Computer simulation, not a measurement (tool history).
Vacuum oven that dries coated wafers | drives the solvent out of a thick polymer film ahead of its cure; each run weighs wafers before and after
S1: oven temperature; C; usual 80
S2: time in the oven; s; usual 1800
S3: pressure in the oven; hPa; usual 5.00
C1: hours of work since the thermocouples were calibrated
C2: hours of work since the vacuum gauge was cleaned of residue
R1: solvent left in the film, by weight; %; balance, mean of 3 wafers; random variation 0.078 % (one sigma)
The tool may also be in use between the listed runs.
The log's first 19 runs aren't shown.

{"run": 20, "hour": 1364.1, "S1": 68, "S2": 2460, "S3": 13.83, "C1": 1563, "C2": 771, "R1": 9.31}
{"run": 21, "hour": 1446.1, "S1": 68, "S2": 2460, "S3": 13.83, "C1": 1616, "C2": 823, "R1": 9.1}
{"run": 22, "hour": 1491.9, "S1": 68, "S2": 2460, "S3": 13.83, "C1": 1645, "C2": 853, "R1": 9.01}
{"run": 23, "hour": 1549.9, "S1": 70, "S2": 1860, "S3": 5.09, "C1": 1683, "C2": 890, "R1": 9.27}
{"run": 24, "hour": 1619.5, "S1": 92, "S2": 2220, "S3": 18.0, "C1": 1727, "C2": 935, "R1": 0.73}
{"run": 25, "hour": 1680.9, "S1": 82, "S2": 1800, "S3": 4.94, "C1": 1767, "C2": 975, "R1": 3.15}
{"hour": 1724.6, "done": "oven's thermocouples calibrated"}
{"run": 26, "hour": 1764.7, "S1": 80, "S2": 1320, "S3": 5.0, "C1": 26, "C2": 1027, "R1": 8.28}
{"run": 27, "hour": 1804.7, "S1": 70, "S2": 1020, "S3": 8.03, "C1": 52, "C2": 1053, "R1": 15.1}
{"run": 28, "hour": 1880.5, "S1": 80, "S2": 1800, "S3": 5.01, "C1": 100, "C2": 1102, "R1": 5.99}
{"run": 29, "hour": 1968.1, "S1": 78, "S2": 1800, "S3": 3.98, "C1": 157, "C2": 1158, "R1": 6.83}
{"run": 30, "hour": 2037.7, "S1": 88, "S2": 1800, "S3": 7.65, "C1": 202, "C2": 1203, "R1": 2.14}
{"run": 31, "hour": 2123.1, "S1": 92, "S2": 1800, "S3": 11.56, "C1": 257, "C2": 1258, "R1": 1.32}
{"run": 32, "hour": 2176.2, "S1": 73, "S2": 1140, "S3": 19.61, "C1": 291, "C2": 1293, "R1": 13.37}
{"hour": 2220.3, "done": "vacuum gauge cleaned of residue and calibrated"}
{"run": 33, "hour": 2240.9, "S1": 86, "S2": 1020, "S3": 2.69, "C1": 332, "C2": 13, "R1": 6.33}

Forecast each of these 4 alternatives for the next run:
{"run": "A", "hour": 2310.2, "S1": 76, "S2": 1800, "S3": 7.81, "C1": 376, "C2": 58, "R1": "?"}
{"run": "B", "hour": 2310.2, "S1": 81, "S2": 1800, "S3": 5.0, "C1": 376, "C2": 58, "R1": "?"}
{"run": "C", "hour": 2310.2, "S1": 86, "S2": 1020, "S3": 2.69, "C1": 376, "C2": 58, "R1": "?"}
{"run": "D", "hour": 2310.2, "S1": 77, "S2": 3060, "S3": 8.32, "C1": 376, "C2": 58, "R1": "?"}

run=A R1=7.65
run=B R1=4.91
run=C R1=6.14
run=D R1=3.84
Without the tool's hidden state the same runs would have given:
run=A R1=8.16
run=B R1=5.38
run=C R1=6.63
run=D R1=4.28

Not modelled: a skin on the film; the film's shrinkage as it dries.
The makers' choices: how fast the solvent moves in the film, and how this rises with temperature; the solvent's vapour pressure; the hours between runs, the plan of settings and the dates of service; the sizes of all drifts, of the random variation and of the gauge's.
